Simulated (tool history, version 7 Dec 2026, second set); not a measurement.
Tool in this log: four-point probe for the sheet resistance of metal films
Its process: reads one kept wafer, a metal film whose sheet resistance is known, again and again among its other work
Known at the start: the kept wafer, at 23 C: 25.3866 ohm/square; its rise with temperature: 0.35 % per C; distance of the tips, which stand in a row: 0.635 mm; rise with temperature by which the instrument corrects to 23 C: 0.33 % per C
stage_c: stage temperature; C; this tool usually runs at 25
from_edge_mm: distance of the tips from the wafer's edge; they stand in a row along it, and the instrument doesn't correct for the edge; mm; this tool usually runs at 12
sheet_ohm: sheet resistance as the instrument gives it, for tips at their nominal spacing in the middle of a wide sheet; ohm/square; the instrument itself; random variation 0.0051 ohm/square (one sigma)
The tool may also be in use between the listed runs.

run 1 day=0 | stage_c=25 from_edge_mm=12 | sheet_ohm=25.596183
run 2 day=0.754 | stage_c=27 from_edge_mm=12 | sheet_ohm=25.611954
run 3 day=1.9 | stage_c=27 from_edge_mm=41 | sheet_ohm=25.576142
run 4 day=2.512 | stage_c=27 from_edge_mm=41 | sheet_ohm=25.574603
run 5 day=3.083 | stage_c=24 from_edge_mm=12 | sheet_ohm=25.595267
run 6 day=4.042 | stage_c=24 from_edge_mm=12 | sheet_ohm=25.60333
run 7 day=4.888 | stage_c=24 from_edge_mm=12 | sheet_ohm=25.600283
run 8 day=5.679 | stage_c=21 from_edge_mm=12 | sheet_ohm=25.589858
run 9 day=6.783 | stage_c=21 from_edge_mm=12 | sheet_ohm=25.585803
run 10 day=7.533 | stage_c=33 from_edge_mm=12 | sheet_ohm=25.663902
run 11 day=8.592 | stage_c=33 from_edge_mm=12 | sheet_ohm=25.672932
run 12 day=9.542 | stage_c=33 from_edge_mm=12 | sheet_ohm=25.669374
run 13 day=10.421 | stage_c=33 from_edge_mm=12 | sheet_ohm=25.676049
run 14 day=11.367 | stage_c=25 from_edge_mm=12 | sheet_ohm=25.622617
run 15 day=12.438 | stage_c=25 from_edge_mm=30 | sheet_ohm=25.596033
run 16 day=13.504 | stage_c=25 from_edge_mm=30 | sheet_ohm=25.597853
run 17 day=14.183 | stage_c=25 from_edge_mm=30 | sheet_ohm=25.608084
run 18 day=15.246 | stage_c=25 from_edge_mm=12 | sheet_ohm=25.630535
run 19 day=16.025 | stage_c=25 from_edge_mm=12 | sheet_ohm=25.643989
run 20 day=17.25 | stage_c=25 from_edge_mm=12 | sheet_ohm=25.645431
run 21 day=17.812 | stage_c=25 from_edge_mm=12 | sheet_ohm=25.642151
run 22 day=18.867 | stage_c=25 from_edge_mm=10 | sheet_ohm=25.669729
run 23 day=19.888 | stage_c=28 from_edge_mm=7 | sheet_ohm=25.755845
run 24 day=20.933 | stage_c=35 from_edge_mm=23 | sheet_ohm=25.689359
run 25 day=21.796 | stage_c=35 from_edge_mm=23 | sheet_ohm=25.697063
run 26 day=22.771 | stage_c=35 from_edge_mm=23 | sheet_ohm=25.704513
run 27 day=23.325 | stage_c=35 from_edge_mm=23 | sheet_ohm=25.707468
run 28 day=24.371 | stage_c=25 from_edge_mm=56 | sheet_ohm=25.640665
run 29 day=25.3 | stage_c=25 from_edge_mm=56 | sheet_ohm=25.641735
run 30 day=25.892 | stage_c=21 from_edge_mm=12 | sheet_ohm=25.647518
run 31 day=26.888 | stage_c=19 from_edge_mm=40 | sheet_ohm=25.59482
run 32 day=27.488 | stage_c=25 from_edge_mm=21 | sheet_ohm=25.652125
run 33 day=28.096 | stage_c=25 from_edge_mm=21 | sheet_ohm=25.651955
run 34 day=28.958 | stage_c=29 from_edge_mm=8 | sheet_ohm=25.754805
run 35 day=29.971 | stage_c=30 from_edge_mm=28 | sheet_ohm=25.688504
run 36 day=30.808 | stage_c=31 from_edge_mm=12 | sheet_ohm=25.722379
run 37 day=31.967 | stage_c=31 from_edge_mm=12 | sheet_ohm=25.733313
run 38 day=32.675 | stage_c=31 from_edge_mm=12 | sheet_ohm=25.725561
run 39 day=33.396 | stage_c=33 from_edge_mm=57 | sheet_ohm=25.716558
run 40 day=34.192 | stage_c=29 from_edge_mm=64 | sheet_ohm=25.680055
run 41 day=35.342 | stage_c=29 from_edge_mm=64 | sheet_ohm=25.690413
run 42 day=36.475 | stage_c=29 from_edge_mm=64 | sheet_ohm=25.698992

4 ways to go on from here, each from the tool as it stands after run 42. What would each give?
run A day=37.288 | stage_c=32 from_edge_mm=6 | sheet_ohm=?
run B day=37.288 | stage_c=19 from_edge_mm=28 | sheet_ohm=?
run C day=37.288 | stage_c=25 from_edge_mm=12 | sheet_ohm=?
run D day=37.288 | stage_c=33 from_edge_mm=7 | sheet_ohm=?

run=A sheet_ohm=25.880915
run=B sheet_ohm=25.629459
run=C sheet_ohm=25.717465
run=D sheet_ohm=25.835988
Stripped of hidden state, with their random variation kept, the same runs would have yielded:
run=A sheet_ohm=25.608244
run=B sheet_ohm=25.360483
run=C sheet_ohm=25.447035
run=D sheet_ohm=25.563666

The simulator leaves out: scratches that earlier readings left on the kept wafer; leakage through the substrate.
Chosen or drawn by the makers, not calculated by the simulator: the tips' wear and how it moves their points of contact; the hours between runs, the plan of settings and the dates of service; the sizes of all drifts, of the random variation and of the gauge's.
